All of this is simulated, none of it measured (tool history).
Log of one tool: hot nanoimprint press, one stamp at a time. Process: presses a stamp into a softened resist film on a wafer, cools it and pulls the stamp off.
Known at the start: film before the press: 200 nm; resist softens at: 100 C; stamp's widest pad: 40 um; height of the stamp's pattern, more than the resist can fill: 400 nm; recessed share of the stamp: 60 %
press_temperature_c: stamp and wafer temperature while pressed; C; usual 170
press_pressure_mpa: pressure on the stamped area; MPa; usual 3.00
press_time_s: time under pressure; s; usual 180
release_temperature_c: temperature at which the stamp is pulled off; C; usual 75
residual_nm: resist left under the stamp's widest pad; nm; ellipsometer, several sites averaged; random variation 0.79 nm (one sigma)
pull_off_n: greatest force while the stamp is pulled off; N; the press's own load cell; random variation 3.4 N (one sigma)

run   hour  press_temperature_c  press_pressure_mpa  press_time_s  release_temperature_c  residual_nm  pull_off_n
  1    0.0                  170                3.00           180                     75        101.6         164
  2   37.7                  170                3.00           180                     75        102.5         161
  3   58.0                  170                3.00           180                     75        103.8         170
  4   98.8                  170                3.00           180                     75        101.6         167
  5  133.9                  170                3.00           180                     76        101.5         170
  6  165.5                  170                3.00           180                     75        101.2         161
  7  205.8                  170                3.00           180                     75        101.8         157
  8  228.9                  170                3.00           227                     75         92.9         163
     241.8  -- plate thermocouple calibrated
  9  250.6                  170                3.00           329                     75         80.3         167
 10  289.2                  170                3.00           329                     75         80.3         165
 11  320.1                  170                3.00           329                     75         80.6         162
 12  342.5                  180                3.18           180                     69         65.2         175
 13  371.3                  173                2.62           180                     75         95.0         161
 14  394.5                  173                2.62           180                     75         94.3         163
 15  422.7                  173                2.62           180                     75         95.4         164
 16  448.9                  170                2.12           178                     67        115.8         173
 17  476.3                  170                2.12           178                     67        116.9         174
 18  495.6                  170                2.12           178                     67        118.7         178
 19  517.0                  170                2.12           178                     67        115.0         177

Forecast each of these 4 alternatives for the next run:
  A  541.6                  170                3.40           180                     75            ?           ?
  B  541.6                  170                3.71           180                     75            ?           ?
  C  541.6                  170                2.25            95                     76            ?           ?
  D  541.6                  170                2.25           313                     68            ?           ?

run  residual_nm  pull_off_n
  A         95.0         172
  B         93.7         163
  C        136.5         161
  D         94.5         186
Without the tool's hidden state the same runs would have given:
run  residual_nm  pull_off_n
  A         94.9         170
  B         93.6         162
  C        136.4         160
  D         94.4         185
